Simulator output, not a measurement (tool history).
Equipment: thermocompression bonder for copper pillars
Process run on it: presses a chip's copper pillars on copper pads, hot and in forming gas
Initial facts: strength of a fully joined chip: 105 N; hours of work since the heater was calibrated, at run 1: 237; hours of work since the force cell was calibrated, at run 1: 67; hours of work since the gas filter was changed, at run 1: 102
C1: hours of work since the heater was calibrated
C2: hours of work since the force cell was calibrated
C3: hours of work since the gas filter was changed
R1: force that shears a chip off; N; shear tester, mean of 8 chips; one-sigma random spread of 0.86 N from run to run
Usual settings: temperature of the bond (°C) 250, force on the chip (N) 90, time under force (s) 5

{"run": 1, "day": 0.0, "temperature of the bond (°C)": 250, "force on the chip (N)": 90, "time under force (s)": 5, "C1": 237, "C2": 67, "C3": 102, "R1": 65.1}
{"run": 2, "day": 0.571, "temperature of the bond (°C)": 250, "force on the chip (N)": 90, "time under force (s)": 7, "C1": 243, "C2": 73, "C3": 108, "R1": 70.4}
{"run": 3, "day": 0.908, "temperature of the bond (°C)": 250, "force on the chip (N)": 90, "time under force (s)": 7, "C1": 247, "C2": 77, "C3": 112, "R1": 70.2}
{"run": 4, "day": 1.4, "temperature of the bond (°C)": 250, "force on the chip (N)": 90, "time under force (s)": 5, "C1": 252, "C2": 82, "C3": 118, "R1": 64.9}
{"run": 5, "day": 2.0, "temperature of the bond (°C)": 280, "force on the chip (N)": 90, "time under force (s)": 5, "C1": 259, "C2": 89, "C3": 124, "R1": 82.7}
{"run": 6, "day": 2.708, "temperature of the bond (°C)": 250, "force on the chip (N)": 90, "time under force (s)": 5, "C1": 267, "C2": 97, "C3": 132, "R1": 62.3}
{"run": 7, "day": 3.308, "temperature of the bond (°C)": 250, "force on the chip (N)": 90, "time under force (s)": 5, "C1": 274, "C2": 103, "C3": 139, "R1": 61.3}
{"run": 8, "day": 3.95, "temperature of the bond (°C)": 250, "force on the chip (N)": 90, "time under force (s)": 5, "C1": 281, "C2": 111, "C3": 146, "R1": 63.4}
{"run": 9, "day": 4.629, "temperature of the bond (°C)": 250, "force on the chip (N)": 90, "time under force (s)": 5, "C1": 288, "C2": 118, "C3": 153, "R1": 61.1}
{"run": 10, "day": 5.212, "temperature of the bond (°C)": 250, "force on the chip (N)": 90, "time under force (s)": 10, "C1": 295, "C2": 125, "C3": 160, "R1": 74.1}
{"run": 11, "day": 5.646, "temperature of the bond (°C)": 276, "force on the chip (N)": 90, "time under force (s)": 14, "C1": 299, "C2": 129, "C3": 165, "R1": 92.3}
{"run": 12, "day": 6.054, "temperature of the bond (°C)": 250, "force on the chip (N)": 90, "time under force (s)": 8, "C1": 304, "C2": 134, "C3": 169, "R1": 70}
{"day": 6.375, "done": "forming gas filter changed"}
{"run": 13, "day": 6.746, "temperature of the bond (°C)": 250, "force on the chip (N)": 54, "time under force (s)": 4, "C1": 311, "C2": 141, "C3": 4, "R1": 38}
{"run": 14, "day": 7.254, "temperature of the bond (°C)": 272, "force on the chip (N)": 122, "time under force (s)": 9, "C1": 317, "C2": 147, "C3": 10, "R1": 97.7}
{"run": 15, "day": 7.996, "temperature of the bond (°C)": 250, "force on the chip (N)": 128, "time under force (s)": 5, "C1": 325, "C2": 155, "C3": 18, "R1": 80.5}
{"run": 16, "day": 8.354, "temperature of the bond (°C)": 274, "force on the chip (N)": 128, "time under force (s)": 5, "C1": 329, "C2": 159, "C3": 22, "R1": 95.1}
{"run": 17, "day": 9.1, "temperature of the bond (°C)": 221, "force on the chip (N)": 81, "time under force (s)": 4, "C1": 337, "C2": 167, "C3": 30, "R1": 34.7}
{"run": 18, "day": 9.808, "temperature of the bond (°C)": 221, "force on the chip (N)": 81, "time under force (s)": 4, "C1": 345, "C2": 175, "C3": 38, "R1": 33.2}
{"run": 19, "day": 10.4, "temperature of the bond (°C)": 253, "force on the chip (N)": 60, "time under force (s)": 10, "C1": 352, "C2": 182, "C3": 45, "R1": 59.1}

Forecast each of these 4 alternatives for the next run:
{"run": "A", "day": 10.771, "temperature of the bond (°C)": 250, "force on the chip (N)": 89, "time under force (s)": 4, "C1": 356, "C2": 186, "C3": 49, "R1": "?"}
{"run": "B", "day": 10.771, "temperature of the bond (°C)": 274, "force on the chip (N)": 60, "time under force (s)": 10, "C1": 356, "C2": 186, "C3": 49, "R1": "?"}
{"run": "C", "day": 10.771, "temperature of the bond (°C)": 259, "force on the chip (N)": 90, "time under force (s)": 4, "C1": 356, "C2": 186, "C3": 49, "R1": "?"}
{"run": "D", "day": 10.771, "temperature of the bond (°C)": 254, "force on the chip (N)": 60, "time under force (s)": 7, "C1": 356, "C2": 186, "C3": 49, "R1": "?"}

run=A R1=59.5
run=B R1=74.8
run=C R1=66.8
run=D R1=52.8
Without the tool's unlogged condition, the same runs would have read:
run=A R1=66.6
run=B R1=81.3
run=C R1=73.8
run=D R1=59.6
